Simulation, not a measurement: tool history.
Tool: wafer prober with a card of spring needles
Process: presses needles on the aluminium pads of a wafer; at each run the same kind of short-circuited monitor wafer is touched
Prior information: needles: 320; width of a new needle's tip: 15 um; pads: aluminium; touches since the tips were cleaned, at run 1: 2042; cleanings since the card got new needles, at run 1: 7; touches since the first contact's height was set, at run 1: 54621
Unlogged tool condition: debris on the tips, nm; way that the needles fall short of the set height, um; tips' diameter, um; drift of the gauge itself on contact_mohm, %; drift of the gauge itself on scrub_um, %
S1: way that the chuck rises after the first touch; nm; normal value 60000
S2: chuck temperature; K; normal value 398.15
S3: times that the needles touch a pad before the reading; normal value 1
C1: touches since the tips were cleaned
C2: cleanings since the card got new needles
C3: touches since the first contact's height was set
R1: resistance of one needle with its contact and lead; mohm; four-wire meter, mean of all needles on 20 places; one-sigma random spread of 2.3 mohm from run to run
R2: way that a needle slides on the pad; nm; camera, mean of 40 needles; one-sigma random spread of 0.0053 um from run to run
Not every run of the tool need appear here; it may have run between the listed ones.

run 1 hour=0.0 | S1=60000 S2=398.15 S3=1 | C1=2042 C2=7 C3=54621 | R1=285 R2=8366
run 2 hour=15.0 | S1=60000 S2=319.15 S3=1 | C1=5793 C2=7 C3=58372 | R1=261 R2=8358
-- hour=17.2 tips cleaned on abrasive film
run 3 hour=27.8 | S1=60000 S2=319.15 S3=1 | C1=2656 C2=8 C3=61549 | R1=259 R2=8354
run 4 hour=39.3 | S1=60000 S2=319.15 S3=1 | C1=5526 C2=8 C3=64419 | R1=265 R2=8362
-- hour=42.5 tips cleaned on abrasive film
run 5 hour=46.0 | S1=60000 S2=319.15 S3=1 | C1=879 C2=9 C3=66083 | R1=263 R2=8364
run 6 hour=56.4 | S1=53000 S2=398.15 S3=1 | C1=3474 C2=9 C3=68678 | R1=286 R2=7387
run 7 hour=64.7 | S1=54000 S2=398.15 S3=1 | C1=5543 C2=9 C3=70747 | R1=285 R2=7526
-- hour=68.5 tips cleaned on abrasive film
run 8 hour=74.2 | S1=60000 S2=303.15 S3=1 | C1=1410 C2=10 C3=73092 | R1=256 R2=8360
run 9 hour=85.7 | S1=60000 S2=303.15 S3=1 | C1=4292 C2=10 C3=75974 | R1=259 R2=8356
-- hour=94.9 tips cleaned on abrasive film
run 10 hour=99.8 | S1=60000 S2=306.15 S3=1 | C1=1219 C2=11 C3=79470 | R1=262 R2=8368
run 11 hour=109.6 | S1=64000 S2=398.15 S3=2 | C1=3693 C2=11 C3=81944 | R1=286 R2=8917
-- hour=120.8 tips cleaned on abrasive film
run 12 hour=122.0 | S1=55000 S2=313.15 S3=3 | C1=290 C2=12 C3=84999 | R1=262 R2=7668
run 13 hour=136.3 | S1=73000 S2=308.15 S3=2 | C1=3886 C2=12 C3=88595 | R1=256 R2=10166
run 14 hour=145.7 | S1=73000 S2=308.15 S3=2 | C1=6237 C2=12 C3=90946 | R1=258 R2=10168
-- hour=146.5 tips cleaned on abrasive film
-- hour=157.1 height of the first contact set anew
run 15 hour=158.0 | S1=73000 S2=308.15 S3=2 | C1=2813 C2=13 C3=236 | R1=257 R2=10167
run 16 hour=169.5 | S1=73000 S2=308.15 S3=2 | C1=5671 C2=13 C3=3094 | R1=254 R2=10178
-- hour=172.7 tips cleaned on abrasive film
run 17 hour=179.6 | S1=73000 S2=308.15 S3=2 | C1=1733 C2=14 C3=5604 | R1=258 R2=10175
run 18 hour=186.1 | S1=72000 S2=387.15 S3=3 | C1=3371 C2=14 C3=7242 | R1=280 R2=10034
run 19 hour=196.4 | S1=76000 S2=398.15 S3=1 | C1=5936 C2=14 C3=9807 | R1=284 R2=10586

Take each entry between the runs: how does the hidden state at the last listed run before it differ from the hidden state at the first listed run after it?
From run 2 to run 3: tips cleaned on abrasive film (hour 17.2)
  debris on the tips, nm: 3.6 -> 2.3
From run 4 to run 5: tips cleaned on abrasive film (hour 42.5)
  debris on the tips, nm: 3.5 -> 1.3
From run 7 to run 8: tips cleaned on abrasive film (hour 68.5)
  debris on the tips, nm: 3.5 -> 1.7; way that the needles fall short of the set height, um: 0.01 -> 0.02; tips' diameter, um: 15 -> 15.01
From run 9 to run 10: tips cleaned on abrasive film (hour 94.9)
  debris on the tips, nm: 3.2 -> 1.3
From run 11 to run 12: tips cleaned on abrasive film (hour 120.8)
  debris on the tips, nm: 2.9 -> 0.6
From run 14 to run 15: tips cleaned on abrasive film (hour 146.5); height of the first contact set anew (hour 157.1)
  debris on the tips, nm: 3.7 -> 2.3; way that the needles fall short of the set height, um: 0.02 -> 0
From run 16 to run 17: tips cleaned on abrasive film (hour 172.7)
  debris on the tips, nm: 3.5 -> 1.8

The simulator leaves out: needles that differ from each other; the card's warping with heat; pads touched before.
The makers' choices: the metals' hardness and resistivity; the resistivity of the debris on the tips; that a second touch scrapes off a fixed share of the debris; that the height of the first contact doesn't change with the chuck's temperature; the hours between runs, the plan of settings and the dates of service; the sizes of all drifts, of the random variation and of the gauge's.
